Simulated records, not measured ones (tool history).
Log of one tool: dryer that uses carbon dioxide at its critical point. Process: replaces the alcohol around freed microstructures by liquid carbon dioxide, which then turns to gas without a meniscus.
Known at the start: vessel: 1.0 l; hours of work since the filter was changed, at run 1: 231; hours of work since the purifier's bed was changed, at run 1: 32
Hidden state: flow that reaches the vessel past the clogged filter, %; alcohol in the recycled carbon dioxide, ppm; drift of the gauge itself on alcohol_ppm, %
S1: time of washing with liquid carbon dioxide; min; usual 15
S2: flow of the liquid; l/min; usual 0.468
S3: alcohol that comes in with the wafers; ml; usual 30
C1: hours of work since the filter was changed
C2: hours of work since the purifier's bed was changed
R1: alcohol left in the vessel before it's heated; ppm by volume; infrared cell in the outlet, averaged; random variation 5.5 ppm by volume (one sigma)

Run 1, hour 0.0: usual settings; C1 231; C2 32. Result: R1 317 ppm by volume.
Run 2, hour 12.0: usual settings; C1 237; C2 38. Result: R1 313 ppm by volume.
Run 3, hour 20.5: usual settings but S1 14 min; C1 241; C2 42. Result: R1 427 ppm by volume.
Run 4, hour 32.0: usual settings; C1 246; C2 48. Result: R1 325 ppm by volume.
Run 5, hour 39.1: usual settings; C1 250; C2 51. Result: R1 348 ppm by volume.
Run 6, hour 50.7: usual settings; C1 255; C2 56. Result: R1 336 ppm by volume.
Run 7, hour 55.8: usual settings; C1 257; C2 59. Result: R1 341 ppm by volume.
Run 8, hour 62.8: usual settings; C1 261; C2 62. Result: R1 331 ppm by volume.
Run 9, hour 67.8: usual settings but S2 0.585 l/min; C1 263; C2 64. Result: R1 122 ppm by volume.
Run 10, hour 78.3: usual settings but S1 22 min, S2 0.585 l/min; C1 268; C2 69. Result: R1 29 ppm by volume.
Run 11, hour 83.6: usual settings; C1 270; C2 72. Result: R1 351 ppm by volume.
Run 12, hour 88.8: usual settings; C1 273; C2 74. Result: R1 349 ppm by volume.
Run 13, hour 94.2: usual settings; C1 275; C2 77. Result: R1 344 ppm by volume.
Run 14, hour 104.3: usual settings but S2 0.304 l/min, S3 40 ml; C1 280; C2 82. Result: R1 2024 ppm by volume.
Run 15, hour 113.7: usual settings but S1 11 min, S2 0.304 l/min, S3 75 ml; C1 285; C2 86. Result: R1 8336 ppm by volume.
Run 16, hour 122.3: usual settings but S1 20 min, S2 0.767 l/min, S3 39 ml; C1 289; C2 90. Result: R1 27 ppm by volume.
Run 17, hour 130.5: usual settings but S1 14 min, S2 0.519 l/min; C1 293; C2 94. Result: R1 326 ppm by volume.
Run 18, hour 136.6: usual settings but S1 16 min, S2 0.513 l/min, S3 29 ml; C1 295; C2 97. Result: R1 192 ppm by volume.
Run 19, hour 147.3: usual settings but S1 14 min, S2 0.513 l/min, S3 94 ml; C1 300; C2 102. Result: R1 1046 ppm by volume.
Run 20, hour 154.7: usual settings but S1 14 min, S2 0.513 l/min, S3 94 ml; C1 304; C2 105. Result: R1 1029 ppm by volume.
Run 21, hour 161.0: usual settings but S1 18 min, S2 0.509 l/min, S3 32 ml; C1 307; C2 108. Result: R1 137 ppm by volume.
At hour 163.6: inlet filter changed.
Run 22, hour 168.0: usual settings but S1 18 min, S2 0.509 l/min, S3 32 ml; C1 2; C2 111. Result: R1 62 ppm by volume.
Run 23, hour 179.0: usual settings but S1 20 min, S3 35 ml; C1 7; C2 116. Result: R1 64 ppm by volume.
Run 24, hour 190.3: usual settings but S1 20 min, S3 35 ml; C1 13; C2 122. Result: R1 63 ppm by volume.

The same runs without the tool's hidden state, with the same run-to-run variation:
run    R1
  1   164
  2   157
  3   224
  4   163
  5   173
  6   162
  7   163
  8   154
  9    43
 10     7
 11   162
 12   162
 13   156
 14  1204
 15  5682
 16     6
 17   137
 18    73
 19   446
 20   428
 21    45
 22    38
 23    38
 24    35
